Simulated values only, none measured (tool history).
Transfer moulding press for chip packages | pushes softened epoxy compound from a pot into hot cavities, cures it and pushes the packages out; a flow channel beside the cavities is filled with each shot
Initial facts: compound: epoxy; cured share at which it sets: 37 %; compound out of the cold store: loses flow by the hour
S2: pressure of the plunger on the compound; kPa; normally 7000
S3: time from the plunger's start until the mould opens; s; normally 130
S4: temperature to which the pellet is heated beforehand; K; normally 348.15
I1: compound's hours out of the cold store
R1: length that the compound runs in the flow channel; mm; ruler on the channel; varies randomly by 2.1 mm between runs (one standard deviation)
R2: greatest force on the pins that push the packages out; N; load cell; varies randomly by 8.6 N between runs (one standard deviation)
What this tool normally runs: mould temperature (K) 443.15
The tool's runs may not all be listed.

Run 1, day 0: usual settings; I1 31.9. Result: R1 642 mm, R2 376 N.
Run 2, day 1.838: usual settings but S4 341.15 K; I1 40.7. Result: R1 610 mm, R2 377 N.
Run 3, day 3.242: usual settings but S4 341.15 K; I1 35.7. Result: R1 629 mm, R2 403 N.
At day 3.65: cavities cleaned with cleaning compound and waxed.
Run 4, day 5.354: usual settings but S4 341.15 K; I1 14.1. Result: R1 717 mm, R2 405 N.
At day 5.579: plunger's sealing rings changed.
At day 7.433: cavities cleaned with cleaning compound and waxed.
Run 5, day 7.725: usual settings but S4 341.15 K; I1 18.2. Result: R1 698 mm, R2 389 N.
At day 8.783: mould's thermocouples calibrated.
Run 6, day 10.279: usual settings but S4 341.15 K; I1 42. Result: R1 603 mm, R2 391 N.
At day 11.296: cavities cleaned with cleaning compound and waxed.
Run 7, day 11.4: usual settings; I1 26.8. Result: R1 662 mm, R2 407 N.
Run 8, day 12.608: usual settings but S2 5440 kPa; I1 34.1. Result: R1 561 mm, R2 397 N.
Run 9, day 13.996: usual settings but S4 340.15 K; I1 25.3. Result: R1 669 mm, R2 413 N.
At day 15.054: cavities cleaned with cleaning compound and waxed.
Run 10, day 15.654: usual settings but mould temperature (K) 445.15, S4 340.15 K; I1 15.4. Result: R1 701 mm, R2 378 N.
Run 11, day 17.917: usual settings but mould temperature (K) 445.15, S4 351.15 K; I1 35.8. Result: R1 618 mm, R2 363 N.
At day 18.921: cavities cleaned with cleaning compound and waxed.
Run 12, day 19.762: usual settings but mould temperature (K) 445.15, S4 351.15 K; I1 15.3. Result: R1 698 mm, R2 360 N.
Run 13, day 21.054: usual settings but S4 354.15 K; I1 30.7. Result: R1 648 mm, R2 381 N.
At day 22.121: plunger's sealing rings changed.
At day 22.825: cavities cleaned with cleaning compound and waxed.
Run 14, day 22.838: usual settings but S4 354.15 K; I1 17.9. Result: R1 697 mm, R2 393 N.
Run 15, day 25.175: usual settings but mould temperature (K) 439.15; I1 11.9. Result: R1 744 mm, R2 537 N.
At day 26.6: cavities cleaned with cleaning compound and waxed.
Run 16, day 27.2: usual settings but mould temperature (K) 439.15, S2 5960 kPa, S3 138 s, S4 356.15 K; I1 28.7. Result: R1 622 mm, R2 437 N.
Run 17, day 28.667: usual settings but mould temperature (K) 439.15, S2 8680 kPa, S3 132 s, S4 356.15 K; I1 38. Result: R1 708 mm, R2 467 N.
At day 30.429: cavities cleaned with cleaning compound and waxed.
Run 18, day 31.129: usual settings but mould temperature (K) 437.15, S4 355.15 K; I1 29.4. Result: R1 679 mm, R2 568 N.
Run 19, day 32.167: usual settings but mould temperature (K) 447.15, S4 338.15 K; I1 43.3. Result: R1 585 mm, R2 334 N.
At day 34.262: cavities cleaned with cleaning compound and waxed.
Run 20, day 34.346: usual settings but mould temperature (K) 447.15, S2 7550 kPa, S4 338.15 K; I1 17. Result: R1 712 mm, R2 356 N.
Run 21, day 36.471: usual settings but mould temperature (K) 449.15, S2 5660 kPa, S3 119 s, S4 355.15 K; I1 30.4. Result: R1 563 mm, R2 348 N.
At day 37.929: cavities cleaned with cleaning compound and waxed.
Run 22, day 37.929: usual settings but mould temperature (K) 447.15, S2 7210 kPa, S3 120 s; I1 29.1. Result: R1 647 mm, R2 358 N.
At day 38.692: plunger's sealing rings changed.
Run 23, day 40.071: usual settings but mould temperature (K) 447.15, S2 7210 kPa, S3 120 s; I1 18. Result: R1 688 mm, R2 377 N.
At day 41.825: cavities cleaned with cleaning compound and waxed.
Run 24, day 41.825: usual settings but mould temperature (K) 444.15, S2 7210 kPa, S3 120 s; I1 15.2. Result: R1 717 mm, R2 413 N.
At day 43.771: mould's thermocouples calibrated.
Run 25, day 43.975: usual settings but mould temperature (K) 437.15; I1 27.7. Result: R1 685 mm, R2 597 N.
At day 45.662: cavities cleaned with cleaning compound and waxed.
Run 26, day 46.008: usual settings but mould temperature (K) 437.15, S2 5410 kPa, S3 164 s; I1 11.4. Result: R1 664 mm, R2 414 N.
Run 27, day 48.4: usual settings but mould temperature (K) 437.15, S2 5410 kPa, S3 164 s; I1 25.4. Result: R1 606 mm, R2 421 N.
At day 49.512: cavities cleaned with cleaning compound and waxed.
Run 28, day 49.625: usual settings but mould temperature (K) 447.15, S2 5920 kPa, S3 153 s; I1 16.8. Result: R1 628 mm, R2 330 N.

3 ways to go on from here, each from the tool as it stands after run 28. What would each give?
Run A, day 50.971: usual settings but mould temperature (K) 447.15, S3 120 s, S4 352.15 K; I1 48. Result: R1 ?, R2 ?.
Run B, day 50.971: usual settings but mould temperature (K) 447.15, S2 5920 kPa, S3 153 s, S4 352.15 K; I1 19.9. Result: R1 ?, R2 ?.
Run C, day 50.971: usual settings but mould temperature (K) 447.15, S2 5920 kPa, S3 153 s; I1 39.3. Result: R1 ?, R2 ?.

run   R1   R2
  A  575  360
  B  621  328
  C  555  329
The same runs, with their run-to-run variation unchanged, on a tool lacking any hidden condition would have given:
run   R1   R2
  A  576  356
  B  622  325
  C  556  325
